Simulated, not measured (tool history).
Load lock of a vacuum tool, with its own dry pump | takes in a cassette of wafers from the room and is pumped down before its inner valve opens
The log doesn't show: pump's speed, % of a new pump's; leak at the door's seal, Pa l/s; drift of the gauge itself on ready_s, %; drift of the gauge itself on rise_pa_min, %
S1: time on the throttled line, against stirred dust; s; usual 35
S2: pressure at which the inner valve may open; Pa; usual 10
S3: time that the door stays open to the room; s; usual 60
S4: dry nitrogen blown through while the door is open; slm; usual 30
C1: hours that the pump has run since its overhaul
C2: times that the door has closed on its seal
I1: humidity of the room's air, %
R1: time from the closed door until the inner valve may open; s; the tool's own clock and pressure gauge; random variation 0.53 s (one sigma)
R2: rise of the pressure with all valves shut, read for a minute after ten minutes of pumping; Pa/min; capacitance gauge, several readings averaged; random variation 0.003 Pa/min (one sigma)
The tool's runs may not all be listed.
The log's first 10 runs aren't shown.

run,hour,S1,S2,S3,S4,C1,C2,I1,R1,R2
11,2444.8,39,10,134,30,3992,14744,48.1,78.7,0.114
12,2707.7,39,10,134,30,4255,15134,44,78.7,0.108
13,2926.7,35,10,60,28,4474,15459,45.1,76.3,0.101
14,3135.5,35,10,42,28,4683,15769,47.7,75.5,0.111
15,3282.9,35,10,42,7,4831,15987,49.2,75.4,0.132
16,3475.5,35,10,42,7,5023,16273,43.1,75.1,0.121
17,3811.1,35,11,42,7,5359,16771,46.6,75.4,0.127
18,3961.6,35,10,60,30,5509,16994,43.8,75.9,0.113
19,4113.3,52,10,60,25,5661,17219,46.9,88.6,0.115
20,4319.2,52,10,60,25,5867,17525,44.3,90.3,0.118
21,4581.7,52,11,60,8,6129,17914,43.5,87.8,0.144
22,4922.8,52,11,60,30,6471,18420,47.3,89.3,0.128
23,5099.2,52,11,63,30,6647,18682,42,88.2,0.125
24,5444.3,65,11,63,24,6992,19194,45.6,98.7,0.136
25,5590.6,65,11,63,24,7138,19411,40.7,97.9,0.131
26,5738.1,35,18,31,20,7286,19630,40.6,73.7,0.134
27,5916.2,19,12,60,30,7464,19894,43.7,63.8,0.139
28,6097.2,35,10,60,7,7645,20162,46.5,76,0.163
29,6249.7,35,10,138,29,7797,20388,46.4,77.2,0.15
30,6486,35,10,138,29,8034,20739,48.1,77.5,0.156

Forecast run 31:
31,6665.9,35,10,138,29,8214,21006,48.6,?,?

Run 31 gave R1 76.7 s, R2 0.152 Pa/min.
Without the tool's hidden state the same run would have given R1 73.6 s, R2 0.028 Pa/min.
